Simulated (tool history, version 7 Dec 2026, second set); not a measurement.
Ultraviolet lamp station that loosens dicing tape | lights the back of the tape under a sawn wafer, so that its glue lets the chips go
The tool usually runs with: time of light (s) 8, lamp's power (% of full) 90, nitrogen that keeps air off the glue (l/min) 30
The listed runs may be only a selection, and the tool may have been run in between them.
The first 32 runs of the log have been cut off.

run	hour	time of light (s)	lamp's power (% of full)	nitrogen that keeps air off the glue (l/min)	force that peels the tape off (N)	light that reached the tape (mJ/cm2)
33	337.2	8	93	30	0.370	237
34	350.3	8	93	30	0.392	236
35	359.2	8	93	30	0.386	235
36	369.7	8	98	30	0.360	246
37	378.4	8	91	30	0.400	227
38	385.8	8	61	38	0.664	150
39	393.7	9	95	18	0.419	262
40	406.9	10	93	36	0.275	287
41	414.0	13	93	28	0.249	369
42	424.1	13	93	28	0.267	371
43	435.7	13	93	28	0.266	370
44	441.8	10	98	27	0.311	298

3 ways to go on from here, each from the tool as it stands after run 44. What would each give?
A	452.6	9	90	30	?	?
B	452.6	8	70	12	?	?
C	452.6	8	80	30	?	?

run	force that peels the tape off (N)	light that reached the tape (mJ/cm2)
A	0.366	247
B	1.154	165
C	0.507	193
The same runs, with their run-to-run variation unchanged, on a tool lacking any hidden condition would have given:
run	force that peels the tape off (N)	light that reached the tape (mJ/cm2)
A	0.296	299
B	0.856	201
C	0.379	234
